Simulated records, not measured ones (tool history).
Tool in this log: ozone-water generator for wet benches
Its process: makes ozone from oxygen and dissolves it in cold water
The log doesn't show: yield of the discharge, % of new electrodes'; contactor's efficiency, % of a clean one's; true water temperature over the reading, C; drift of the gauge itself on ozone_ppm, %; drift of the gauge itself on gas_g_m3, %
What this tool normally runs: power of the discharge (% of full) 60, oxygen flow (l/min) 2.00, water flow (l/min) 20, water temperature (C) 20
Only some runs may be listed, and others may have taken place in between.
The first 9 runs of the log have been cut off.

run    hour  power of the discharge (% of full)  oxygen flow (l/min)  water flow (l/min)  water temperature (C)  hours of work since the electrodes were changed  hours of work since the contactor was cleaned  hours of work since the thermometer was calibrated  dissolved ozone (ppm)  ozone in the gas ahead of the water (g/m3)
 10   284.3                                  60                 2.00                  27                     20                                              946                                           3268                                                3973                    5.3                                       134.4
 11   329.5                                  60                 2.00                  27                     20                                              989                                           3310                                                4016                    5.3                                       134.3
      332.8  -- water thermometer calibrated
 12   350.1                                  60                 2.00                  27                     20                                             1007                                           3329                                                  16                    5.2                                       135.3
 13   390.7                                  60                 2.00                  20                     20                                             1045                                           3367                                                  54                    7.0                                       134.5
 14   430.0                                  60                 2.00                  20                     20                                             1082                                           3404                                                  91                    7.0                                       135.0
 15   465.4                                  60                 2.00                  20                     21                                             1115                                           3437                                                 124                    6.8                                       134.3
 16   483.9                                  60                 2.00                  20                     21                                             1132                                           3454                                                 141                    7.0                                       134.7
      490.5  -- water thermometer calibrated, once more
 17   507.1                                  60                 2.76                  20                     20                                             1154                                           3475                                                  15                    8.0                                       120.7
 18   552.0                                  60                 2.76                  20                     20                                             1196                                           3517                                                  57                    8.0                                       120.5
 19   575.1                                  60                 2.76                  20                     20                                             1217                                           3539                                                  79                    7.9                                       120.3
 20   598.3                                  60                 2.76                  20                     15                                             1239                                           3561                                                 101                    8.1                                       118.4
 21   630.4                                  57                 1.32                  14                     17                                             1269                                           3591                                                 131                    7.9                                       147.9
 22   674.1                                  57                 1.32                  14                     17                                             1310                                           3631                                                 172                    7.9                                       148.6
 23   706.6                                  46                 2.00                  20                     20                                             1340                                           3662                                                 202                    5.7                                       108.4
 24   735.8                                  46                 3.58                  13                     20                                             1368                                           3689                                                 229                    9.4                                        88.3
 25   780.6                                  46                 3.58                  13                     20                                             1409                                           3731                                                 271                    9.5                                        87.5
 26   801.0                                  60                 1.68                  18                     20                                             1429                                           3750                                                 290                    7.1                                       141.8
 27   832.0                                  60                 1.68                  18                     20                                             1458                                           3779                                                 319                    7.2                                       143.0
 28   856.2                                  60                 1.68                  18                     20                                             1480                                           3802                                                 342                    7.2                                       142.4
 29   893.0                                  51                 2.52                  18                     27                                             1515                                           3836                                                 376                    6.7                                       108.8
 30   922.9                                  79                 1.88                  16                     12                                             1543                                           3864                                                 404                   10.9                                       171.7
 31   962.3                                  61                 2.00                  15                     20                                             1579                                           3901                                                 441                    9.0                                       134.2
 32   984.9                                  61                 2.00                  15                     20                                             1601                                           3922                                                 462                    9.0                                       135.6
 33  1016.6                                  61                 2.00                  15                     20                                             1630                                           3952                                                 492                    9.0                                       134.9
 34  1059.5                                  61                 2.00                  15                     20                                             1670                                           3992                                                 532                    9.1                                       134.4

Below are 3 alternative next runs, each starting from the tool's condition after run 34. Predict each:
  A  1103.7                                  60                 2.90                  22                     20                                             1712                                           4033                                                 573                      ?                                           ?
  B  1103.7                                  60                 2.00                  20                     24                                             1712                                           4033                                                 573                      ?                                           ?
  C  1103.7                                  61                 2.00                  28                     20                                             1712                                           4033                                                 573                      ?                                           ?

run  dissolved ozone (ppm)  ozone in the gas ahead of the water (g/m3)
  A                    7.4                                       116.1
  B                    6.6                                       133.9
  C                    5.1                                       136.6
Stripped of hidden state, with their random variation kept, the same runs would have yielded:
run  dissolved ozone (ppm)  ozone in the gas ahead of the water (g/m3)
  A                    7.8                                       119.5
  B                    7.0                                       137.8
  C                    5.4                                       140.6

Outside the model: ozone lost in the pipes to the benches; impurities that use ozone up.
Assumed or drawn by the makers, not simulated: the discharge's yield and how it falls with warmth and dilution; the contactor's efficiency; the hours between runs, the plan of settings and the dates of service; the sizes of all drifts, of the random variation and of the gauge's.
